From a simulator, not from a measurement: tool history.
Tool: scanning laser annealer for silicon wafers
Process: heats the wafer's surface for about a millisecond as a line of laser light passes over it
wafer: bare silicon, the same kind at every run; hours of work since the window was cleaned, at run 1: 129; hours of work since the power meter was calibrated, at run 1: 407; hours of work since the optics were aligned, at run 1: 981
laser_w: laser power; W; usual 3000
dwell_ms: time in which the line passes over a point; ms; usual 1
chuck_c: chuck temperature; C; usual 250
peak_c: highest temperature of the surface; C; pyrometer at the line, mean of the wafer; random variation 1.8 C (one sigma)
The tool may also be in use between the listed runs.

run	hour	laser_w	dwell_ms	chuck_c	hours of work since the window was cleaned	hours of work since the power meter was calibrated	hours of work since the optics were aligned	peak_c
1	0	3000	1	250	129	407	981	1062
2	11.5	2921	1	250	138	415	990	1040
3	23.1	2991	1	250	147	424	998	1056
4	33.6	3000	1	250	154	432	1006	1060
5	46.9	3000	1	250	164	442	1016	1060
6	61.9	3000	1	250	175	453	1027	1060
7	69.5	3252	1	250	181	458	1033	1128
8	83.6	3252	1	250	192	469	1043	1125
9	93.2	2639	1	250	199	476	1051	960
10	106.6	2639	1	211	209	486	1061	917
11	112.8	2639	1	211	213	491	1065	917
12	119	3000	1	250	218	495	1070	1055
13	133.9	3000	1	250	229	506	1081	1054
14	142.8	3000	1	250	236	513	1088	1056
15	151.5	3000	1	250	242	520	1094	1051
16	160.2	3000	1	250	249	526	1101	1056
17	173	3000	0.95	220	258	536	1110	1000
18	187.5	3000	0.95	220	269	546	1121	999
19	199.1	3000	0.95	220	278	555	1130	999
20	207.5	2657	0.95	220	284	561	1136	906
21	214.3	2657	0.95	220	289	566	1141	906
22	226.5	2736	0.97	228	298	575	1150	945
23	236.5	2956	0.81	239	305	583	1157	941
24	244	3000	0.75	251	311	588	1163	930
25	254.3	3000	1.19	279	319	596	1171	1154
26	269.3	3000	1.19	279	330	607	1182	1153
27	284.1	3000	1.19	279	341	618	1193	1155
28	292.2	2702	1.11	251	347	624	1199	1010
29	304.4	2702	1.11	251	356	633	1208	1006
30	317.3	2590	0.76	235	366	643	1218	822
31	332	2590	0.76	235	377	654	1228	821

5 ways to go on from here, each from the tool as it stands after run 31. What would each give?
A	338.5	2936	1	250	381	659	1233	?
B	338.5	2563	1	220	381	659	1233	?
C	338.5	3168	1.1	271	381	659	1233	?
D	338.5	2590	0.85	235	381	659	1233	?
E	338.5	2590	1.19	235	381	659	1233	?

run	peak_c
A	1026
B	893
C	1158
D	858
E	983
Without the tool's hidden state the same runs would have given:
run	peak_c
A	1057
B	921
C	1194
D	884
E	1014
